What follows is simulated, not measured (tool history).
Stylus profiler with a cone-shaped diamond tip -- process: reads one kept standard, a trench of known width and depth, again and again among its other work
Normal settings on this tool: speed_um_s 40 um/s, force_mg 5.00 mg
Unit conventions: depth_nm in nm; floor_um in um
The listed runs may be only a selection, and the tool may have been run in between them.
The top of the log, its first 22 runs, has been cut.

| run | hour | speed_um_s | force_mg | depth_nm | floor_um |
|---|---|---|---|---|---|
| 23 | 874.5 | 30 | 4.54 | 1023.73 | 93.96 |
| 24 | 899.6 | 36 | 1.68 | 1011.54 | 93.88 |
| 25 | 939.7 | 10 | 2.30 | 1014.43 | 93.97 |
|  | 945.2 | height scale calibrated on a step standard |
| 26 | 970.7 | 10 | 2.30 | 1013.44 | 93.87 |
| 27 | 1005.8 | 17 | 2.27 | 1013.68 | 93.75 |
| 28 | 1045.4 | 126 | 1.90 | 1011.26 | 93.29 |
| 29 | 1072.7 | 12 | 1.90 | 1012.07 | 93.73 |
| 30 | 1119.6 | 12 | 1.90 | 1011.37 | 93.62 |
| 31 | 1152.5 | 104 | 10.54 | 1041.40 | 93.42 |
|  | 1205.1 | new tip fitted, height scale calibrated |
| 32 | 1205.1 | 104 | 10.54 | 1043.61 | 96.43 |
| 33 | 1260.8 | 40 | 4.77 | 1025.52 | 96.39 |
|  | 1274.3 | height scale calibrated on a step standard, once more |
| 34 | 1299.5 | 30 | 5.00 | 1026.71 | 96.20 |
| 35 | 1351.5 | 148 | 10.02 | 1042.37 | 95.93 |
| 36 | 1384.4 | 67 | 13.16 | 1051.15 | 96.02 |
| 37 | 1438.6 | 37 | 11.91 | 1047.13 | 95.91 |
| 38 | 1478.1 | 18 | 6.20 | 1030.52 | 95.84 |
| 39 | 1510.7 | 18 | 6.20 | 1030.23 | 95.82 |
| 40 | 1542.6 | 18 | 6.20 | 1030.32 | 95.76 |
| 41 | 1594.8 | 119 | 8.68 | 1037.68 | 95.44 |
| 42 | 1636.1 | 119 | 8.68 | 1037.85 | 95.30 |

Below are 5 alternative next runs, each starting from the tool's condition after run 42. Predict each:
| A | 1682.3 | 40 | 1.84 | ? | ? |
| B | 1682.3 | 24 | 8.68 | ? | ? |
| C | 1682.3 | 37 | 3.28 | ? | ? |
| D | 1682.3 | 76 | 8.68 | ? | ? |
| E | 1682.3 | 128 | 7.02 | ? | ? |

| run | depth_nm | floor_um |
|---|---|---|
| A | 1013.33 | 95.30 |
| B | 1037.54 | 95.46 |
| C | 1019.27 | 95.36 |
| D | 1037.82 | 95.34 |
| E | 1032.73 | 95.15 |
Stripped of hidden state, with their random variation kept, the same runs would have yielded:
| run | depth_nm | floor_um |
|---|---|---|
| A | 1014.08 | 96.35 |
| B | 1038.30 | 96.51 |
| C | 1020.01 | 96.42 |
| D | 1038.58 | 96.39 |
| E | 1033.48 | 96.21 |
